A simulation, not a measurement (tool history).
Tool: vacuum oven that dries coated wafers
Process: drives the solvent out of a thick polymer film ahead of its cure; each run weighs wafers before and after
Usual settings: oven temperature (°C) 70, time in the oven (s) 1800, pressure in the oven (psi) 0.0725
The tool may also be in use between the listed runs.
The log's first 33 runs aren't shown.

run 34 hour=1696.1 | oven_temperature_(°C)=75 time_in_the_oven_(s)=2160 pressure_in_the_oven_(psi)=0.2412 | solvent_left_in_the_film_(%)=3.71
run 35 hour=1748.4 | oven_temperature_(°C)=75 time_in_the_oven_(s)=2160 pressure_in_the_oven_(psi)=0.2412 | solvent_left_in_the_film_(%)=3.65
run 36 hour=1791.3 | oven_temperature_(°C)=77 time_in_the_oven_(s)=2340 pressure_in_the_oven_(psi)=0.0699 | solvent_left_in_the_film_(%)=1.73
run 37 hour=1855.5 | oven_temperature_(°C)=80 time_in_the_oven_(s)=1800 pressure_in_the_oven_(psi)=0.0725 | solvent_left_in_the_film_(%)=1.98
run 38 hour=1886.5 | oven_temperature_(°C)=78 time_in_the_oven_(s)=1020 pressure_in_the_oven_(psi)=0.0725 | solvent_left_in_the_film_(%)=5.25
run 39 hour=1923.8 | oven_temperature_(°C)=62 time_in_the_oven_(s)=2100 pressure_in_the_oven_(psi)=0.0743 | solvent_left_in_the_film_(%)=8.54
run 40 hour=1971.6 | oven_temperature_(°C)=63 time_in_the_oven_(s)=1740 pressure_in_the_oven_(psi)=0.0904 | solvent_left_in_the_film_(%)=9.35
run 41 hour=2030.9 | oven_temperature_(°C)=63 time_in_the_oven_(s)=1740 pressure_in_the_oven_(psi)=0.0904 | solvent_left_in_the_film_(%)=9.19
run 42 hour=2083.9 | oven_temperature_(°C)=68 time_in_the_oven_(s)=1500 pressure_in_the_oven_(psi)=0.0725 | solvent_left_in_the_film_(%)=7.79
run 43 hour=2137.9 | oven_temperature_(°C)=70 time_in_the_oven_(s)=2640 pressure_in_the_oven_(psi)=0.0664 | solvent_left_in_the_film_(%)=3.63
run 44 hour=2207.8 | oven_temperature_(°C)=70 time_in_the_oven_(s)=2640 pressure_in_the_oven_(psi)=0.0664 | solvent_left_in_the_film_(%)=3.82
run 45 hour=2268.9 | oven_temperature_(°C)=63 time_in_the_oven_(s)=2460 pressure_in_the_oven_(psi)=0.1089 | solvent_left_in_the_film_(%)=7.89

4 ways to go on from here, each from the tool as it stands after run 45. What would each give?
run A hour=2336.6 | oven_temperature_(°C)=58 time_in_the_oven_(s)=960 pressure_in_the_oven_(psi)=0.0831 | solvent_left_in_the_film_(%)=?
run B hour=2336.6 | oven_temperature_(°C)=67 time_in_the_oven_(s)=2460 pressure_in_the_oven_(psi)=0.1089 | solvent_left_in_the_film_(%)=?
run C hour=2336.6 | oven_temperature_(°C)=60 time_in_the_oven_(s)=2460 pressure_in_the_oven_(psi)=0.1089 | solvent_left_in_the_film_(%)=?
run D hour=2336.6 | oven_temperature_(°C)=70 time_in_the_oven_(s)=2160 pressure_in_the_oven_(psi)=0.2590 | solvent_left_in_the_film_(%)=?

run=A solvent_left_in_the_film_(%)=13.89
run=B solvent_left_in_the_film_(%)=5.80
run=C solvent_left_in_the_film_(%)=9.38
run=D solvent_left_in_the_film_(%)=6.32
Without the tool's hidden state the same runs would have given:
run=A solvent_left_in_the_film_(%)=13.28
run=B solvent_left_in_the_film_(%)=4.90
run=C solvent_left_in_the_film_(%)=8.40
run=D solvent_left_in_the_film_(%)=5.44
